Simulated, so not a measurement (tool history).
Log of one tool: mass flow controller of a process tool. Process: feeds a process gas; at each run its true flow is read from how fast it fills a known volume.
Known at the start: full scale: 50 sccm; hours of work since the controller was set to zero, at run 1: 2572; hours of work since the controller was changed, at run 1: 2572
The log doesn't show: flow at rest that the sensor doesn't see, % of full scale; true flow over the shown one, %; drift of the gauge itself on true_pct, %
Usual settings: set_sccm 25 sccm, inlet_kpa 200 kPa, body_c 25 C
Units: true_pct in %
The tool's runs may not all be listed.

run,hour,set_sccm,inlet_kpa,body_c,hours of work since the controller was set to zero,hours of work since the controller was changed,true_pct
1,0.0,25,200,25,2572,2572,99.58
2,59.2,25,200,25,2612,2612,99.57
3,155.2,25,200,25,2677,2677,99.66
4,245.8,25,200,25,2738,2738,99.56
5,330.2,12,200,25,2795,2795,99.47
6,448.2,12,200,25,2875,2875,99.63
7,538.7,25,183,25,2936,2936,99.75
8,618.7,25,183,25,2990,2990,99.81
9,688.7,25,183,25,3038,3038,99.69
10,786.9,25,200,25,3104,3104,99.74
11,857.5,25,200,25,3152,3152,99.67
12,938.4,25,200,25,3206,3206,99.87
# hour 944.8: controller's zero set anew
13,1040.6,25,200,25,65,3275,100.23
14,1091.2,8,200,25,99,3309,101.44
15,1149.7,8,200,25,138,3349,101.48
16,1212.8,8,200,25,181,3392,101.56
17,1313.4,25,200,25,249,3459,100.40
18,1392.1,25,200,25,302,3513,100.22
19,1486.7,25,200,25,366,3577,100.36
# hour 1514.7: controller's zero set anew, once more
20,1574.9,25,200,25,41,3636,99.14
21,1630.7,12,200,25,78,3674,98.43
22,1738.2,43,176,28,151,3746,100.10
23,1796.8,43,176,28,191,3786,100.25
24,1855.9,34,211,30,231,3826,99.30
25,1969.7,10,180,35,307,3903,97.61
26,2062.8,25,177,25,370,3966,99.32
27,2167.9,25,177,25,441,4037,99.43
28,2220.6,25,186,27,477,4072,99.23
29,2324.6,13,181,23,547,4142,98.99
30,2438.3,13,181,23,624,4219,99.03
31,2503.4,13,151,40,668,4263,97.62
32,2600.3,13,187,28,734,4329,98.62
33,2668.0,17,200,40,779,4374,97.64
34,2718.3,14,142,25,813,4408,99.06
35,2843.9,6,232,25,898,4493,98.83
36,2894.6,6,270,25,932,4528,98.89
37,2965.3,6,235,25,980,4575,98.83
38,3027.2,7,225,29,1022,4617,98.63
39,3112.5,7,225,29,1080,4675,98.81
40,3213.7,12,200,25,1148,4743,99.04

Forecast each of these 5 alternatives for the next run:
A,3284.6,9,208,38,1196,4791,?
B,3284.6,9,174,36,1196,4791,?
C,3284.6,12,200,37,1196,4791,?
D,3284.6,46,200,32,1196,4791,?
E,3284.6,10,196,26,1196,4791,?

run,true_pct
A,97.90
B,98.13
C,98.07
D,100.25
E,98.90
Without the tool's hidden state the same runs would have given:
run,true_pct
A,96.28
B,96.51
C,96.63
D,99.21
E,97.36
